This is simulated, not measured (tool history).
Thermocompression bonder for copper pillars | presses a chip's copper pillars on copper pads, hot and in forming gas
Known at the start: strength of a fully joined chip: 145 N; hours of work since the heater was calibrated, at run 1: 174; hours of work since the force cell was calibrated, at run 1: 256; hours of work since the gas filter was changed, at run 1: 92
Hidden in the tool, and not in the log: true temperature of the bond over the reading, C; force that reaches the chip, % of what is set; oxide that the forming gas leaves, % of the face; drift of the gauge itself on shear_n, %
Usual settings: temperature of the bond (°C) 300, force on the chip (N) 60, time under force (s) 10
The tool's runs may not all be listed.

run    hour  temperature of the bond (°C)  force on the chip (N)  time under force (s)  hours of work since the heater was calibrated  hours of work since the force cell was calibrated  hours of work since the gas filter was changed  force that shears a chip off (N)
  1     0.0                           300                     60                    10                                            174                                                256                                              92                              90.2
  2    72.9                           300                     60                    10                                            219                                                301                                             137                              89.9
  3   112.5                           300                     60                    10                                            244                                                326                                             162                              90.3
  4   198.6                           300                     60                    10                                            298                                                380                                             216                              90.3
  5   252.5                           300                     82                    10                                            332                                                414                                             249                              99.9
  6   324.3                           300                     82                    10                                            376                                                459                                             294                             100.1
      383.6  -- forming gas filter changed
  7   417.5                           300                     82                    10                                            434                                                516                                              21                             104.8
  8   496.5                           300                     82                    10                                            484                                                566                                              71                             103.7
  9   551.0                           300                     60                    10                                            518                                                600                                             105                              93.9
      561.5  -- heater calibrated with a thermocouple chip
 10   603.9                           300                     60                    10                                             27                                                632                                             136                              90.0
 11   683.2                           300                     60                    10                                             76                                                681                                             186                              89.5
 12   777.9                           308                     55                    10                                            135                                                740                                             245                              92.8
 13   847.8                           288                     55                    20                                            179                                                784                                             289                              95.5
 14   894.7                           296                     59                    26                                            208                                                813                                             318                             109.9
      919.3  -- forming gas filter changed
 15   957.7                           296                     59                    26                                            247                                                852                                              24                             114.2
 16  1042.8                           300                     46                     8                                            300                                                906                                              77                              78.9
 17  1103.3                           309                     46                     8                                            338                                                943                                             115                              85.4
 18  1163.8                           300                     81                    10                                            376                                                981                                             153                             103.0
 19  1204.7                           302                     79                    26                                            402                                               1007                                             178                             123.7
     1232.4  -- force cell calibrated
 20  1248.2                           277                     77                    16                                            428                                                 10                                             205                              93.4

Forecast each of these 3 alternatives for the next run:
  A  1294.9                           277                     77                    16                                            457                                                 39                                             234                                 ?
  B  1294.9                           292                     87                    22                                            457                                                 39                                             234                                 ?
  C  1294.9                           277                     77                     8                                            457                                                 39                                             234                                 ?

run  force that shears a chip off (N)
  A                              94.1
  B                             115.8
  C                              75.8
Without the tool's hidden state the same runs would have given:
run  force that shears a chip off (N)
  A                              92.6
  B                             115.9
  C                              73.9

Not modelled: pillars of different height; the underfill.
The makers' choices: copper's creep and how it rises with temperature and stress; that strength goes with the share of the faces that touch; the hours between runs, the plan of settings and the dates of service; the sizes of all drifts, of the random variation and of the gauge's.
